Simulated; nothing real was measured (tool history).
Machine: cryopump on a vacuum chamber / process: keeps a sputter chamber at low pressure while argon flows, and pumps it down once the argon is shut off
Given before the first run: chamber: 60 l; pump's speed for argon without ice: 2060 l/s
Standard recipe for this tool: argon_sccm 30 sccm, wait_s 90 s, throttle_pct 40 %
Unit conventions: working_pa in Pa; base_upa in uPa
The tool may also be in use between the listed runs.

{"run": 1, "day": 0.0, "argon_sccm": 30, "wait_s": 90, "throttle_pct": 40, "working_pa": 0.0627, "base_upa": 1.8}
{"run": 2, "day": 2.217, "argon_sccm": 30, "wait_s": 90, "throttle_pct": 22, "working_pa": 0.1128, "base_upa": 1.85}
{"run": 3, "day": 3.771, "argon_sccm": 30, "wait_s": 90, "throttle_pct": 57, "working_pa": 0.0451, "base_upa": 1.84}
{"run": 4, "day": 4.95, "argon_sccm": 30, "wait_s": 90, "throttle_pct": 57, "working_pa": 0.0448, "base_upa": 1.87}
{"run": 5, "day": 6.975, "argon_sccm": 14, "wait_s": 90, "throttle_pct": 57, "working_pa": 0.0213, "base_upa": 1.89}
{"run": 6, "day": 9.454, "argon_sccm": 14, "wait_s": 90, "throttle_pct": 57, "working_pa": 0.0218, "base_upa": 2.01}
{"run": 7, "day": 12.038, "argon_sccm": 14, "wait_s": 90, "throttle_pct": 57, "working_pa": 0.021, "base_upa": 2.04}
{"run": 8, "day": 14.621, "argon_sccm": 14, "wait_s": 90, "throttle_pct": 57, "working_pa": 0.021, "base_upa": 2.08}
{"run": 9, "day": 16.792, "argon_sccm": 14, "wait_s": 90, "throttle_pct": 57, "working_pa": 0.0216, "base_upa": 2.2}
{"run": 10, "day": 18.388, "argon_sccm": 14, "wait_s": 90, "throttle_pct": 16, "working_pa": 0.0733, "base_upa": 2.18}
{"run": 11, "day": 21.029, "argon_sccm": 30, "wait_s": 90, "throttle_pct": 27, "working_pa": 0.0942, "base_upa": 2.17}
{"run": 12, "day": 23.571, "argon_sccm": 30, "wait_s": 90, "throttle_pct": 27, "working_pa": 0.0948, "base_upa": 2.24}
{"run": 13, "day": 25.775, "argon_sccm": 30, "wait_s": 90, "throttle_pct": 27, "working_pa": 0.0941, "base_upa": 2.26}
{"run": 14, "day": 27.725, "argon_sccm": 30, "wait_s": 90, "throttle_pct": 23, "working_pa": 0.1103, "base_upa": 2.35}
{"run": 15, "day": 28.988, "argon_sccm": 27, "wait_s": 90, "throttle_pct": 40, "working_pa": 0.0589, "base_upa": 2.38}
{"run": 16, "day": 30.342, "argon_sccm": 27, "wait_s": 90, "throttle_pct": 40, "working_pa": 0.0586, "base_upa": 2.37}
{"run": 17, "day": 31.904, "argon_sccm": 30, "wait_s": 68, "throttle_pct": 40, "working_pa": 0.0661, "base_upa": 2.69}
{"run": 18, "day": 34.133, "argon_sccm": 30, "wait_s": 35, "throttle_pct": 40, "working_pa": 0.0667, "base_upa": 3.35}
{"run": 19, "day": 35.546, "argon_sccm": 58, "wait_s": 69, "throttle_pct": 18, "working_pa": 0.2716, "base_upa": 2.73}
{"day": 37.342, "done": "pump warmed up, emptied and cooled again"}
{"run": 20, "day": 38.117, "argon_sccm": 58, "wait_s": 69, "throttle_pct": 18, "working_pa": 0.2671, "base_upa": 2.46}
{"run": 21, "day": 40.312, "argon_sccm": 17, "wait_s": 175, "throttle_pct": 16, "working_pa": 0.088, "base_upa": 2.05}
{"run": 22, "day": 42.217, "argon_sccm": 17, "wait_s": 175, "throttle_pct": 16, "working_pa": 0.0878, "base_upa": 2.15}
{"run": 23, "day": 43.617, "argon_sccm": 17, "wait_s": 175, "throttle_pct": 16, "working_pa": 0.0876, "base_upa": 2.23}
{"run": 24, "day": 46.212, "argon_sccm": 18, "wait_s": 175, "throttle_pct": 16, "working_pa": 0.0926, "base_upa": 2.26}
{"run": 25, "day": 47.417, "argon_sccm": 12, "wait_s": 90, "throttle_pct": 23, "working_pa": 0.0431, "base_upa": 2.48}
{"run": 26, "day": 49.054, "argon_sccm": 35, "wait_s": 282, "throttle_pct": 40, "working_pa": 0.073, "base_upa": 2.17}
{"run": 27, "day": 50.729, "argon_sccm": 30, "wait_s": 63, "throttle_pct": 16, "working_pa": 0.1554, "base_upa": 2.85}
{"run": 28, "day": 52.912, "argon_sccm": 30, "wait_s": 63, "throttle_pct": 16, "working_pa": 0.1563, "base_upa": 2.88}
{"run": 29, "day": 54.525, "argon_sccm": 50, "wait_s": 76, "throttle_pct": 35, "working_pa": 0.1209, "base_upa": 2.78}
{"run": 30, "day": 55.667, "argon_sccm": 30, "wait_s": 32, "throttle_pct": 40, "working_pa": 0.0637, "base_upa": 3.75}
{"run": 31, "day": 56.779, "argon_sccm": 30, "wait_s": 32, "throttle_pct": 40, "working_pa": 0.0646, "base_upa": 3.74}
{"day": 57.612, "done": "leaking fittings of the chamber tightened, without venting"}
{"run": 32, "day": 58.05, "argon_sccm": 31, "wait_s": 107, "throttle_pct": 19, "working_pa": 0.1368, "base_upa": 0.65}
{"run": 33, "day": 59.312, "argon_sccm": 31, "wait_s": 107, "throttle_pct": 19, "working_pa": 0.1369, "base_upa": 0.63}
{"run": 34, "day": 60.683, "argon_sccm": 30, "wait_s": 264, "throttle_pct": 37, "working_pa": 0.0685, "base_upa": 0.41}
{"run": 35, "day": 62.554, "argon_sccm": 30, "wait_s": 196, "throttle_pct": 27, "working_pa": 0.0948, "base_upa": 0.49}

Some steps in working_pa, run to run, broken into two amounts with sign: the step expected even without the hidden condition (settings, incoming material, random variation), and the rest, left for the hidden condition together with whatever gauge scatter is not in both the measured and the hidden-condition-free result:
What the log doesn't record here: pump's speed, % of a pump's without ice; cold plate's temperature, K; leak into the chamber, uPa l/s; drift of the gauge itself on working_pa, %; drift of the gauge itself on base_upa, %.
Run 10 -> 11: argon_sccm 14 -> 30, throttle_pct 16 -> 27. working_pa +0.0209 Pa: hidden state +0.0017, all else +0.0192.
Run 18 -> 19: argon_sccm 30 -> 58, wait_s 35 -> 69, throttle_pct 40 -> 18. working_pa +0.2049 Pa: hidden state +0.0041, all else +0.2008.
Run 19 -> 20: pump warmed up, emptied and cooled again. working_pa -0.0045 Pa: hidden state -0.0069, all else +0.0024.
Run 20 -> 21: argon_sccm 58 -> 17, wait_s 69 -> 175, throttle_pct 18 -> 16. working_pa -0.1791 Pa: hidden state -0.0009, all else -0.1782.
Run 26 -> 27: argon_sccm 35 -> 30, wait_s 282 -> 63, throttle_pct 40 -> 16. working_pa +0.0824 Pa: hidden state -0.0001, all else +0.0825.
